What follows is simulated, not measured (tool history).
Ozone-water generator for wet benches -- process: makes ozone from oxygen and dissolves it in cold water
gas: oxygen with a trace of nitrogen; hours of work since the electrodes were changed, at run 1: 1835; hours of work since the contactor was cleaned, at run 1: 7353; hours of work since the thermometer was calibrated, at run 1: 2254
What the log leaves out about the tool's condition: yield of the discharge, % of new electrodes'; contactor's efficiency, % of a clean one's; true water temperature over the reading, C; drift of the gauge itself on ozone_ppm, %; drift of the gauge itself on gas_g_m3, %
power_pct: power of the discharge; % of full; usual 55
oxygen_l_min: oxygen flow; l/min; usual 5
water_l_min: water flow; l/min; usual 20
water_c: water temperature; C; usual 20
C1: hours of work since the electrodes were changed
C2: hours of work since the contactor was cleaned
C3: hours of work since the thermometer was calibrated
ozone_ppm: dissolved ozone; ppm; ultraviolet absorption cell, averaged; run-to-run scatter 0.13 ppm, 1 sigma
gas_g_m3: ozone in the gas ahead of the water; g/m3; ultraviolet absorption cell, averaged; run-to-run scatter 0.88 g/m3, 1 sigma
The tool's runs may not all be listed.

run 1 hour=0 | power_pct=55 oxygen_l_min=5 water_l_min=20 water_c=20 | C1=1835 C2=7353 C3=2254 | ozone_ppm=11.5 gas_g_m3=142.3
run 2 hour=187.1 | power_pct=55 oxygen_l_min=5 water_l_min=20 water_c=28 | C1=1986 C2=7505 C3=2406 | ozone_ppm=9.8 gas_g_m3=143.3
run 3 hour=361.2 | power_pct=55 oxygen_l_min=5 water_l_min=20 water_c=28 | C1=2128 C2=7646 C3=2547 | ozone_ppm=9.9 gas_g_m3=140.6
run 4 hour=444.1 | power_pct=55 oxygen_l_min=5 water_l_min=20 water_c=28 | C1=2195 C2=7713 C3=2615 | ozone_ppm=9.9 gas_g_m3=140.4
run 5 hour=589.6 | power_pct=55 oxygen_l_min=5 water_l_min=20 water_c=28 | C1=2313 C2=7832 C3=2733 | ozone_ppm=10.1 gas_g_m3=141.7
run 6 hour=719.2 | power_pct=55 oxygen_l_min=5 water_l_min=20 water_c=21 | C1=2418 C2=7937 C3=2838 | ozone_ppm=11 gas_g_m3=139.9
run 7 hour=804.9 | power_pct=55 oxygen_l_min=5 water_l_min=20 water_c=21 | C1=2488 C2=8006 C3=2908 | ozone_ppm=11 gas_g_m3=141.1
run 8 hour=935.8 | power_pct=55 oxygen_l_min=5 water_l_min=20 water_c=21 | C1=2594 C2=8113 C3=3014 | ozone_ppm=10.8 gas_g_m3=140.1
run 9 hour=1050.4 | power_pct=55 oxygen_l_min=6.77 water_l_min=20 water_c=20 | C1=2687 C2=8206 C3=3107 | ozone_ppm=11.2 gas_g_m3=124.7
run 10 hour=1232.9 | power_pct=55 oxygen_l_min=3.41 water_l_min=19 water_c=15 | C1=2835 C2=8354 C3=3255 | ozone_ppm=11.6 gas_g_m3=167.4
run 11 hour=1401.2 | power_pct=43 oxygen_l_min=3.79 water_l_min=13 water_c=27 | C1=2972 C2=8490 C3=3391 | ozone_ppm=11 gas_g_m3=126.8
run 12 hour=1550.4 | power_pct=43 oxygen_l_min=3.79 water_l_min=13 water_c=27 | C1=3093 C2=8611 C3=3512 | ozone_ppm=11.1 gas_g_m3=125.9
run 13 hour=1679.7 | power_pct=55 oxygen_l_min=3.2 water_l_min=15 water_c=13 | C1=3198 C2=8716 C3=3617 | ozone_ppm=14.3 gas_g_m3=170.9
run 14 hour=1764.9 | power_pct=55 oxygen_l_min=6.32 water_l_min=20 water_c=20 | C1=3267 C2=8785 C3=3687 | ozone_ppm=11.2 gas_g_m3=126.2

Each row is a separate what-if for the run after 14, all from the same tool condition, not one after another. Results?
run A hour=1860.8 | power_pct=96 oxygen_l_min=2.66 water_l_min=20 water_c=20 | C1=3345 C2=8863 C3=3764 | ozone_ppm=? gas_g_m3=?
run B hour=1860.8 | power_pct=86 oxygen_l_min=5 water_l_min=18 water_c=12 | C1=3345 C2=8863 C3=3764 | ozone_ppm=? gas_g_m3=?
run C hour=1860.8 | power_pct=55 oxygen_l_min=6.32 water_l_min=31 water_c=20 | C1=3345 C2=8863 C3=3764 | ozone_ppm=? gas_g_m3=?

run=A ozone_ppm=15.7 gas_g_m3=297
run=B ozone_ppm=19.6 gas_g_m3=203.5
run=C ozone_ppm=7.8 gas_g_m3=126.4
With no hidden state in the tool, these same runs would have given:
run=A ozone_ppm=18.6 gas_g_m3=321.2
run=B ozone_ppm=23.1 gas_g_m3=218.9
run=C ozone_ppm=9 gas_g_m3=132.7

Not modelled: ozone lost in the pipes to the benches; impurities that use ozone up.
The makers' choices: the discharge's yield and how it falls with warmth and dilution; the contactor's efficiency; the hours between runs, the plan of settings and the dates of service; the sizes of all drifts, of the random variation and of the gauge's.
